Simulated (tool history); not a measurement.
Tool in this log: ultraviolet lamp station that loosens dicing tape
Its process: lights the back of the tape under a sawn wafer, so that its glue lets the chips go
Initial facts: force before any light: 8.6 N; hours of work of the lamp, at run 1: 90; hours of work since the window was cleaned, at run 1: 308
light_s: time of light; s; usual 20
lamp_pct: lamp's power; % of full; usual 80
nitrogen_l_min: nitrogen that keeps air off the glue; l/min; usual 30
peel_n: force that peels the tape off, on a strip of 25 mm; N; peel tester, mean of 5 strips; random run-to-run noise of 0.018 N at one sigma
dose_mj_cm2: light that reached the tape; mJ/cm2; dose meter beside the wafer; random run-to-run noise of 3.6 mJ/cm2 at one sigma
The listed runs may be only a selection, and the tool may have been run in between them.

| run | hour | light_s | lamp_pct | nitrogen_l_min | hours of work of the lamp | hours of work since the window was cleaned | peel_n | dose_mj_cm2 |
|---|---|---|---|---|---|---|---|---|
| 1 | 0 | 20 | 80 | 30 | 90 | 308 | 1.238 | 496 |
| 2 | 10.5 | 20 | 80 | 30 | 98 | 316 | 1.226 | 489 |
| 3 | 15.6 | 20 | 80 | 30 | 102 | 320 | 1.21 | 493 |
|  | 21.2 | window cleaned of glue's vapour |
| 4 | 26.8 | 20 | 83 | 30 | 110 | 4 | 0.888 | 586 |
| 5 | 37.6 | 20 | 83 | 30 | 118 | 13 | 0.883 | 585 |
| 6 | 46.8 | 20 | 80 | 39 | 126 | 20 | 0.781 | 563 |
| 7 | 52.5 | 20 | 80 | 39 | 130 | 24 | 0.825 | 562 |
| 8 | 57.3 | 10 | 71 | 13 | 134 | 28 | 4.152 | 248 |
| 9 | 64.8 | 10 | 71 | 13 | 140 | 34 | 4.1 | 241 |
| 10 | 74.4 | 15 | 90 | 26 | 147 | 41 | 1.5 | 462 |
| 11 | 80.3 | 15 | 87 | 15 | 152 | 46 | 2.118 | 448 |
| 12 | 87.3 | 20 | 93 | 23 | 157 | 51 | 0.918 | 633 |
| 13 | 97.4 | 20 | 75 | 23 | 165 | 59 | 1.361 | 511 |

Branching from run 13: 5 alternative next runs. What would each branch give?
| A | 108.1 | 20 | 69 | 23 | 173 | 67 | ? | ? |
| B | 108.1 | 20 | 96 | 43 | 173 | 67 | ? | ? |
| C | 108.1 | 14 | 62 | 33 | 173 | 67 | ? | ? |
| D | 108.1 | 14 | 80 | 30 | 173 | 67 | ? | ? |
| E | 108.1 | 20 | 75 | 34 | 173 | 67 | ? | ? |

| run | peel_n | dose_mj_cm2 |
|---|---|---|
| A | 1.592 | 465 |
| B | 0.541 | 647 |
| C | 2.498 | 293 |
| D | 1.948 | 377 |
| E | 1.044 | 511 |
Had the tool no hidden state, the same runs would have come out as:
| run | peel_n | dose_mj_cm2 |
|---|---|---|
| A | 1.353 | 513 |
| B | 0.436 | 713 |
| C | 2.211 | 323 |
| D | 1.68 | 416 |
| E | 0.862 | 564 |
